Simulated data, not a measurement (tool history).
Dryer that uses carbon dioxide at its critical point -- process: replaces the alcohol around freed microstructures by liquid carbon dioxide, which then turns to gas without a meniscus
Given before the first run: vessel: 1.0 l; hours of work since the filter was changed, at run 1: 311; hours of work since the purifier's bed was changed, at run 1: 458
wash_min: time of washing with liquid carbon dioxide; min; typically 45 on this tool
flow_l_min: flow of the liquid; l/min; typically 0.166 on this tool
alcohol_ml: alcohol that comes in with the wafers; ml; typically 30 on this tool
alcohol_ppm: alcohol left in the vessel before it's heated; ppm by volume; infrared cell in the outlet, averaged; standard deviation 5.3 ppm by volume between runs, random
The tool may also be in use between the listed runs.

run	hour	wash_min	flow_l_min	alcohol_ml	hours of work since the filter was changed	hours of work since the purifier's bed was changed	alcohol_ppm
1	0.0	45	0.166	30	311	458	281
2	26.3	45	0.166	30	326	473	296
3	50.7	45	0.166	30	339	487	298
4	80.5	45	0.166	30	356	503	308
5	114.3	45	0.166	30	375	522	315
6	148.8	45	0.166	37	394	541	382
7	182.4	45	0.166	37	413	560	391
# hour 190.7: inlet filter changed
8	218.1	63	0.166	30	15	579	124
9	252.0	63	0.166	30	34	598	123
10	285.4	38	0.115	32	53	617	1438
11	305.2	45	0.203	107	64	628	262
12	330.7	45	0.203	107	78	642	275
13	360.5	45	0.199	66	95	659	226
14	393.3	34	0.193	20	113	677	309

Below are 4 alternative next runs, each starting from the tool's condition after run 14. Predict each:
A	413.2	27	0.193	49	124	688	?
B	413.2	37	0.123	20	124	688	?
C	413.2	45	0.155	63	124	688	?
D	413.2	33	0.172	30	124	688	?

run	alcohol_ppm
A	1314
B	899
C	565
D	655
Had the tool no hidden state, the same runs would have come out as:
run	alcohol_ppm
A	1040
B	690
C	374
D	460

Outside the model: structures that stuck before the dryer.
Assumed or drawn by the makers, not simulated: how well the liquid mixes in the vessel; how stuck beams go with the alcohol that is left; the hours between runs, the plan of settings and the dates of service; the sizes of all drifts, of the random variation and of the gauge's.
